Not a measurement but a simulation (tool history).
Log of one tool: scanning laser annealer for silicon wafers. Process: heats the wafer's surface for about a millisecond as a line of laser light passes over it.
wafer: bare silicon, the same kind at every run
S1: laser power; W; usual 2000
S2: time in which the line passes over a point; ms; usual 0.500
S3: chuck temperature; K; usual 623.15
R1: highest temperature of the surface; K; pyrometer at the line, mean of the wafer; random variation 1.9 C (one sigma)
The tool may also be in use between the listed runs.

run   hour    S1     S2      S3       R1
  1    0.0  2000  0.500  623.15  1356.15
  2    9.5  2000  0.500  623.15  1355.15
  3   16.6  2000  0.500  623.15  1358.15
  4   23.1  2000  0.500  623.15  1353.15
  5   34.0  2000  0.500  623.15  1354.15
  6   41.1  2000  0.500  623.15  1356.15
  7   50.6  1720  0.500  623.15  1241.15
  8   56.2  2000  0.500  586.15  1318.15
  9   68.6  2170  0.500  623.15  1425.15
 10   75.4  2000  0.500  623.15  1360.15
 11   83.3  2000  0.382  623.15  1259.15
 12   89.8  2000  0.500  655.15  1389.15
 13  100.8  2000  0.378  623.15  1252.15
 14  110.8  1707  0.500  623.15  1238.15
 15  123.4  1707  0.500  623.15  1240.15
 16  132.5  2000  0.500  613.15  1344.15
 17  142.9  2000  0.500  613.15  1345.15
 18  152.1  2000  0.500  623.15  1360.15
 19  165.1  2000  0.520  623.15  1367.15
 20  176.1  1987  0.361  639.15  1246.15
 21  183.7  1823  0.500  637.15  1301.15
 22  194.7  1823  0.500  637.15  1302.15
 23  206.8  1823  0.500  637.15  1296.15
 24  216.9  1823  0.500  637.15  1299.15
 25  228.9  1955  0.474  644.15  1337.15
 26  237.2  2000  0.500  590.15  1325.15
 27  245.7  2000  0.500  590.15  1322.15
 28  252.0  1762  0.498  645.15  1284.15
 29  264.3  1762  0.498  645.15  1284.15
     273.2  -- window over the wafer cleaned
 30  277.5  1777  0.580  645.15  1345.15
 31  290.3  1777  0.580  645.15  1343.15
 32  303.3  1777  0.430  645.15  1241.15
 33  316.9  1777  0.430  645.15  1240.15
 34  323.3  1777  0.430  645.15  1241.15
 35  335.5  1727  0.390  656.15  1202.15
 36  345.5  1727  0.390  656.15  1202.15
 37  357.2  1727  0.390  656.15  1201.15

Forecast each of these 4 alternatives for the next run:
  A  367.7  2000  0.530  623.15   ?
  B  367.7  1727  0.394  656.15   ?
  C  367.7  2050  0.398  656.15   ?
  D  367.7  1837  0.500  587.15   ?

run       R1
  A  1382.15
  B  1205.15
  C  1324.15
  D  1258.15
Without the tool's hidden state the same runs would have given:
run       R1
  A  1382.15
  B  1206.15
  C  1324.15
  D  1258.15
